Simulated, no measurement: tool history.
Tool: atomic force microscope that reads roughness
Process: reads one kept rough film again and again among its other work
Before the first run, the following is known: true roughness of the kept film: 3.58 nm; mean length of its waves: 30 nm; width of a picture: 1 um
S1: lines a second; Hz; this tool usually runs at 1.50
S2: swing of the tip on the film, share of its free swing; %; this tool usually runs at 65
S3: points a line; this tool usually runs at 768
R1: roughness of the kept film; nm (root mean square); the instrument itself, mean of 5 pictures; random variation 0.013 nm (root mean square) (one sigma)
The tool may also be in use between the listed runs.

| run | day | S1 | S2 | S3 | R1 |
|---|---|---|---|---|---|
| 1 | 0.000 | 1.50 | 65 | 768 | 2.999 |
| 2 | 0.338 | 1.50 | 65 | 768 | 3.011 |
| 3 | 0.675 | 1.50 | 65 | 768 | 2.993 |
| 4 | 1.017 | 1.50 | 65 | 768 | 2.996 |
| 5 | 1.317 | 1.50 | 65 | 768 | 2.992 |
| 6 | 1.529 | 1.50 | 65 | 768 | 2.966 |
| 7 | 1.721 | 1.50 | 65 | 768 | 2.982 |
| 8 | 1.996 | 1.50 | 65 | 768 | 2.988 |
| 9 | 2.188 | 1.50 | 65 | 768 | 3.013 |
| 10 | 2.350 | 1.00 | 65 | 768 | 3.067 |
| 11 | 2.708 | 1.00 | 65 | 768 | 3.052 |
| 12 | 3.067 | 1.50 | 65 | 768 | 3.001 |
| 13 | 3.362 | 1.50 | 61 | 768 | 3.027 |
| 14 | 3.633 | 1.50 | 61 | 768 | 3.030 |
| 15 | 3.954 | 1.50 | 61 | 768 | 3.034 |
| 16 | 4.258 | 1.50 | 65 | 506 | 2.965 |
| 17 | 4.567 | 1.50 | 65 | 506 | 2.945 |
| 18 | 4.758 | 1.50 | 65 | 506 | 2.978 |
| 19 | 5.108 | 1.50 | 65 | 506 | 3.005 |
| 20 | 5.275 | 1.50 | 65 | 768 | 2.961 |
| 21 | 5.604 | 1.50 | 65 | 768 | 2.989 |
| 22 | 5.933 | 1.50 | 76 | 768 | 2.805 |
| 23 | 6.267 | 1.50 | 76 | 768 | 2.835 |
| 24 | 6.433 | 1.50 | 76 | 768 | 2.809 |
| 25 | 6.608 | 0.78 | 65 | 768 | 3.083 |
| 26 | 6.796 | 0.82 | 65 | 959 | 3.081 |
| 27 | 7.171 | 2.53 | 65 | 768 | 2.824 |
| 28 | 7.338 | 1.50 | 65 | 433 | 2.993 |
| 29 | 7.512 | 1.24 | 72 | 258 | 2.885 |
| 30 | 7.892 | 2.53 | 79 | 309 | 2.498 |
| 31 | 8.092 | 0.61 | 73 | 785 | 3.044 |
| 32 | 8.283 | 0.78 | 73 | 787 | 3.002 |
| 33 | 8.462 | 0.78 | 73 | 787 | 3.000 |
| 34 | 8.833 | 0.78 | 73 | 787 | 3.026 |
| 35 | 9.192 | 0.78 | 73 | 787 | 2.995 |
| 36 | 9.500 | 3.46 | 69 | 787 | 2.620 |
|  | 9.612 | new tip fitted |
| 37 | 9.900 | 0.66 | 62 | 701 | 3.146 |
| 38 | 10.062 | 3.62 | 64 | 768 | 2.756 |
| 39 | 10.442 | 3.62 | 64 | 768 | 2.737 |
| 40 | 10.812 | 1.50 | 65 | 267 | 2.973 |
| 41 | 11.138 | 1.50 | 59 | 646 | 3.071 |
| 42 | 11.396 | 1.50 | 59 | 646 | 3.059 |
| 43 | 11.704 | 3.48 | 64 | 646 | 2.772 |
| 44 | 12.021 | 0.87 | 65 | 453 | 3.081 |
| 45 | 12.288 | 0.87 | 65 | 453 | 3.060 |

How would selected steps in R1 from run to run divide? Give the signed amount a tool lacking its hidden state would still show from settings, what came in and random variation, and the signed amount left for the hidden state, including any gauge scatter that is not in both of the compared results.
Hidden state present: radius of the tip, nm; height scale over the true one, %; drift of the gauge itself on roughness_nm, %.
Run 29 -> 30: S1 1.24 -> 2.53, S2 72 -> 79, S3 258 -> 309. R1 -0.387 nm (root mean square): hidden state +0.002, all else -0.389.
Run 30 -> 31: S1 2.53 -> 0.61, S2 79 -> 73, S3 309 -> 785. R1 +0.546 nm (root mean square): hidden state -0.003, all else +0.549.
Run 36 -> 37: S1 3.46 -> 0.66, S2 69 -> 62, S3 787 -> 701, new tip fitted. R1 +0.526 nm (root mean square): hidden state +0.011, all else +0.515.
Run 37 -> 38: S1 0.66 -> 3.62, S2 62 -> 64, S3 701 -> 768. R1 -0.390 nm (root mean square): hidden state +0.000, all else -0.390.
